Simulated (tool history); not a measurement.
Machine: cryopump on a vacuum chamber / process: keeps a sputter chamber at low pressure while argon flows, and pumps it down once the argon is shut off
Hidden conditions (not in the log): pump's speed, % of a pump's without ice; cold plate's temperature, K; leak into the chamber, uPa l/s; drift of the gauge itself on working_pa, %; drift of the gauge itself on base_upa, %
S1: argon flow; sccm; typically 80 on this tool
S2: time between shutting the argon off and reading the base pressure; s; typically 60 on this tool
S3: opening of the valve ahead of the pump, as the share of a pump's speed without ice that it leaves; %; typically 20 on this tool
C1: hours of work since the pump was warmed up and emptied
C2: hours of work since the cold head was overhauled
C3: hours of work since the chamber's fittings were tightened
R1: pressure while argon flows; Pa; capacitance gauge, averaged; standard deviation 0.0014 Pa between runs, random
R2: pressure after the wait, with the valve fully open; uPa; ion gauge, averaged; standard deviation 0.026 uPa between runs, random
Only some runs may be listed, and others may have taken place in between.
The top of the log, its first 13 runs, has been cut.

run 14 hour=197.1 | S1=80 S2=199 S3=20 | C1=401 C2=401 C3=1141 | R1=0.3325 R2=1.05
run 15 hour=211.2 | S1=80 S2=60 S3=20 | C1=407 C2=407 C3=1147 | R1=0.3310 R2=1.69
run 16 hour=222.4 | S1=42 S2=60 S3=20 | C1=412 C2=412 C3=1152 | R1=0.1732 R2=1.69
run 17 hour=242.2 | S1=80 S2=25 S3=20 | C1=421 C2=421 C3=1162 | R1=0.3324 R2=3.09
run 18 hour=262.7 | S1=115 S2=49 S3=49 | C1=431 C2=431 C3=1171 | R1=0.2007 R2=1.97
run 19 hour=278.2 | S1=115 S2=62 S3=49 | C1=438 C2=438 C3=1178 | R1=0.2024 R2=1.73
run 20 hour=296.5 | S1=115 S2=62 S3=49 | C1=446 C2=446 C3=1186 | R1=0.2018 R2=1.69
run 21 hour=314.7 | S1=115 S2=62 S3=49 | C1=454 C2=454 C3=1195 | R1=0.2016 R2=1.77
run 22 hour=335.9 | S1=36 S2=111 S3=38 | C1=464 C2=464 C3=1205 | R1=0.0803 R2=1.33
run 23 hour=358.9 | S1=36 S2=111 S3=38 | C1=475 C2=475 C3=1215 | R1=0.0797 R2=1.37
run 24 hour=380.8 | S1=131 S2=60 S3=17 | C1=485 C2=485 C3=1225 | R1=0.6371 R2=1.78
run 25 hour=399.4 | S1=77 S2=299 S3=20 | C1=493 C2=493 C3=1234 | R1=0.3178 R2=1.02
run 26 hour=418.3 | S1=33 S2=60 S3=15 | C1=502 C2=502 C3=1242 | R1=0.1809 R2=1.74
run 27 hour=433.6 | S1=36 S2=93 S3=15 | C1=509 C2=509 C3=1249 | R1=0.1983 R2=1.46
run 28 hour=445.3 | S1=37 S2=39 S3=54 | C1=514 C2=514 C3=1255 | R1=0.0595 R2=2.39
run 29 hour=458.6 | S1=80 S2=32 S3=20 | C1=520 C2=520 C3=1261 | R1=0.3360 R2=2.59
run 30 hour=471.1 | S1=64 S2=125 S3=40 | C1=526 C2=526 C3=1267 | R1=0.1378 R2=1.29
run 31 hour=492.0 | S1=111 S2=20 S3=34 | C1=536 C2=536 C3=1276 | R1=0.2774 R2=3.78
run 32 hour=506.0 | S1=111 S2=20 S3=34 | C1=542 C2=542 C3=1283 | R1=0.2782 R2=3.75
run 33 hour=516.9 | S1=70 S2=47 S3=20 | C1=547 C2=547 C3=1288 | R1=0.2928 R2=2.06
run 34 hour=540.0 | S1=92 S2=60 S3=47 | C1=558 C2=558 C3=1298 | R1=0.1708 R2=1.89

Consider 3 possible next runs. They are alternatives, not a sequence: every one starts from the tool as it was left by run 34. What does each give?
run A hour=560.8 | S1=37 S2=105 S3=47 | C1=567 C2=567 C3=1308 | R1=? R2=?
run B hour=560.8 | S1=35 S2=29 S3=37 | C1=567 C2=567 C3=1308 | R1=? R2=?
run C hour=560.8 | S1=62 S2=60 S3=42 | C1=567 C2=567 C3=1308 | R1=? R2=?

run=A R1=0.0686 R2=1.45
run=B R1=0.0812 R2=2.92
run=C R1=0.1269 R2=1.87
The same runs, with their run-to-run variation unchanged, on a tool lacking any hidden condition would have given:
run=A R1=0.0633 R2=0.73
run=B R1=0.0762 R2=2.21
run=C R1=0.1180 R2=1.15

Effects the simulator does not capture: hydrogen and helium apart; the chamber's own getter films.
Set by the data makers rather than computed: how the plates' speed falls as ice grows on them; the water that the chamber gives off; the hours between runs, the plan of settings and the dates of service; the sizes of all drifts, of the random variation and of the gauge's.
